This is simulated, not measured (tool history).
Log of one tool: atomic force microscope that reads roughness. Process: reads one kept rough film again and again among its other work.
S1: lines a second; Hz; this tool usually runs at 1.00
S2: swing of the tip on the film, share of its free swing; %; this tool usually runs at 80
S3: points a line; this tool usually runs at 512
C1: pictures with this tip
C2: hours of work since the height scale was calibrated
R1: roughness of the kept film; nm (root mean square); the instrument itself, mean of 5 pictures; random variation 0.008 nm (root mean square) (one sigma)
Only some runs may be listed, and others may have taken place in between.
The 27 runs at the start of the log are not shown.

Run 28, day 33.458: usual settings but S1 0.57 Hz, S2 82 %; C1 40; C2 1442. Result: R1 1.796 nm (root mean square).
Run 29, day 35.000: usual settings but S1 0.57 Hz, S2 82 %; C1 78; C2 1465. Result: R1 1.780 nm (root mean square).
At day 35.871: new tip fitted.
Run 30, day 36.308: usual settings but S1 0.57 Hz, S2 82 %; C1 11; C2 1485. Result: R1 1.780 nm (root mean square).
Run 31, day 37.212: usual settings but S1 2.11 Hz, S2 82 %, S3 929; C1 34; C2 1498. Result: R1 1.577 nm (root mean square).
Run 32, day 38.396: usual settings but S1 3.09 Hz; C1 63; C2 1516. Result: R1 1.478 nm (root mean square).
Run 33, day 39.208: usual settings but S1 2.08 Hz, S3 447; C1 83; C2 1528. Result: R1 1.597 nm (root mean square).
At day 39.775: new tip fitted.
Run 34, day 40.308: usual settings but S1 2.35 Hz, S2 82 %, S3 607; C1 13; C2 1544. Result: R1 1.540 nm (root mean square).
Run 35, day 41.671: usual settings but S1 2.35 Hz, S2 82 %, S3 607; C1 47; C2 1564. Result: R1 1.547 nm (root mean square).
Run 36, day 42.942: usual settings but S1 2.35 Hz, S2 82 %, S3 326; C1 79; C2 1583. Result: R1 1.532 nm (root mean square).
At day 43.788: new tip fitted.
Run 37, day 43.904: usual settings but S1 1.02 Hz, S2 59 %, S3 332; C1 3; C2 1597. Result: R1 1.839 nm (root mean square).
Run 38, day 44.650: usual settings but S1 1.13 Hz, S2 56 %, S3 361; C1 21; C2 1609. Result: R1 1.856 nm (root mean square).

Each row is a separate what-if for the run after 38, all from the same tool condition, not one after another. Results?
Run A, day 45.446: usual settings but S1 1.10 Hz; C1 41; C2 1620. Result: R1 ?.
Run B, day 45.446: usual settings but S1 1.45 Hz, S2 57 %, S3 257; C1 41; C2 1620. Result: R1 ?.
Run C, day 45.446: usual settings but S1 1.49 Hz, S2 56 %, S3 361; C1 41; C2 1620. Result: R1 ?.
Run D, day 45.446: usual settings but S1 1.13 Hz, S2 82 %, S3 431; C1 41; C2 1620. Result: R1 ?.
Run E, day 45.446: usual settings but S3 406; C1 41; C2 1620. Result: R1 ?.

run     R1
  A  1.725
  B  1.821
  C  1.837
  D  1.704
  E  1.741
Had the tool no hidden state, the same runs would have come out as:
run     R1
  A  1.726
  B  1.823
  C  1.839
  D  1.705
  E  1.742
